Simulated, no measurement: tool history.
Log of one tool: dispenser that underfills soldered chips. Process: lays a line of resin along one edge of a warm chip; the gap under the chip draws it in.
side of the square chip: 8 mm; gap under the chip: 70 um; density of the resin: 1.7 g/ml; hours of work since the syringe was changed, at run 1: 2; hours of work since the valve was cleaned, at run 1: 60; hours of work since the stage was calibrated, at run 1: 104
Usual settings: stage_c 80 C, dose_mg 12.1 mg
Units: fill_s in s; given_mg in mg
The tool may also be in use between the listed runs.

run	hour	stage_c	dose_mg	hours of work since the syringe was changed	hours of work since the valve was cleaned	hours of work since the stage was calibrated	fill_s	given_mg
1	0.0	80	12.1	2	60	104	24.8	11.56
2	4.5	80	12.1	6	64	108	28.7	11.44
# hour 12.8: new syringe of resin
3	13.4	80	12.1	0	70	114	23.7	11.43
4	18.1	80	12.1	4	74	118	27.0	11.42
5	24.6	85	12.1	9	79	123	29.5	11.37
# hour 28.4: new syringe of resin
6	31.5	85	12.1	2	84	128	21.7	11.30
# hour 35.0: dispensing valve cleaned and set on the balance
7	39.7	85	12.1	8	4	133	27.3	11.96
# hour 45.3: new syringe of resin
8	45.6	85	12.1	0	8	138	19.6	11.88
9	49.5	85	12.1	3	11	141	22.2	11.96
10	54.0	82	12.1	7	14	144	28.3	11.91
# hour 61.2: new syringe of resin
11	61.8	80	12.1	0	20	150	23.6	11.86
12	66.5	80	12.1	4	24	153	27.7	11.85
13	73.8	84	12.1	10	29	159	30.5	11.78
# hour 77.1: new syringe of resin
14	82.0	84	12.1	4	35	165	22.6	11.84
15	86.7	80	11.6	7	39	168	30.9	11.05
16	90.8	80	12.1	10	42	172	35.5	11.71
# hour 92.7: new syringe of resin
17	96.7	80	14.4	3	46	176	25.2	13.86
18	104.3	80	14.4	9	52	182	30.9	13.86
# hour 108.3: new syringe of resin
19	110.2	80	14.4	1	56	186	23.8	13.45
20	115.5	80	14.4	5	60	190	27.6	13.63
21	120.9	80	14.4	10	64	194	32.3	13.57
# hour 124.2: new syringe of resin
22	128.8	77	11.2	3	70	200	28.6	10.52
23	137.1	69	12.4	10	76	206	46.6	11.63
# hour 139.8: new syringe of resin
24	145.7	91	12.4	5	83	212	20.4	11.32
# hour 150.0: dispensing valve cleaned and set on the balance
25	152.7	80	11.1	9	2	217	34.0	11.02
# hour 156.5: new syringe of resin
26	159.8	80	11.1	2	7	222	25.6	11.10
27	165.0	90	10.6	6	11	226	22.8	10.41
# hour 172.5: new syringe of resin
28	173.2	87	13.8	1	17	232	17.2	13.56
29	177.4	83	10.4	4	20	235	24.7	10.10
30	185.3	86	11.4	10	26	241	28.2	11.13
# hour 188.5: new syringe of resin
31	190.7	88	11.8	2	30	245	19.1	11.47
32	196.6	88	11.8	6	35	250	22.0	11.41
33	202.9	88	11.8	11	40	254	27.7	11.46
# hour 204.7: new syringe of resin
34	211.7	80	14.8	5	46	261	27.2	14.38
35	219.9	92	15.2	12	52	267	25.7	14.37
# hour 220.7: new syringe of resin
36	226.6	92	15.2	5	57	272	18.9	14.22
37	232.4	79	15.1	9	62	276	32.2	14.20

Some steps in fill_s between neighbouring runs. How much of each would the tool show without its hidden state too (settings, what came in, random variation), and how much is left for the hidden state, with any gauge scatter that isn't in both results?
The hidden state here: resin's viscosity, % of fresh resin's; dose that the valve gives, % of what is set; true chip temperature over the reading, C; drift of the gauge itself on fill_s, %; drift of the gauge itself on given_mg, %.
Run 16 -> 17: dose_mg 12.1 -> 14.4, new syringe of resin. fill_s -10.3 s: hidden state -9.6, all else -0.7.
Run 22 -> 23: stage_c 77 -> 69, dose_mg 11.2 -> 12.4. fill_s +18.0 s: hidden state +11.7, all else +6.3.
Run 23 -> 24: stage_c 69 -> 91, new syringe of resin. fill_s -26.2 s: hidden state -12.0, all else -14.2.
Run 24 -> 25: stage_c 91 -> 80, dose_mg 12.4 -> 11.1, dispensing valve cleaned and set on the balance. fill_s +13.6 s: hidden state +7.0, all else +6.6.

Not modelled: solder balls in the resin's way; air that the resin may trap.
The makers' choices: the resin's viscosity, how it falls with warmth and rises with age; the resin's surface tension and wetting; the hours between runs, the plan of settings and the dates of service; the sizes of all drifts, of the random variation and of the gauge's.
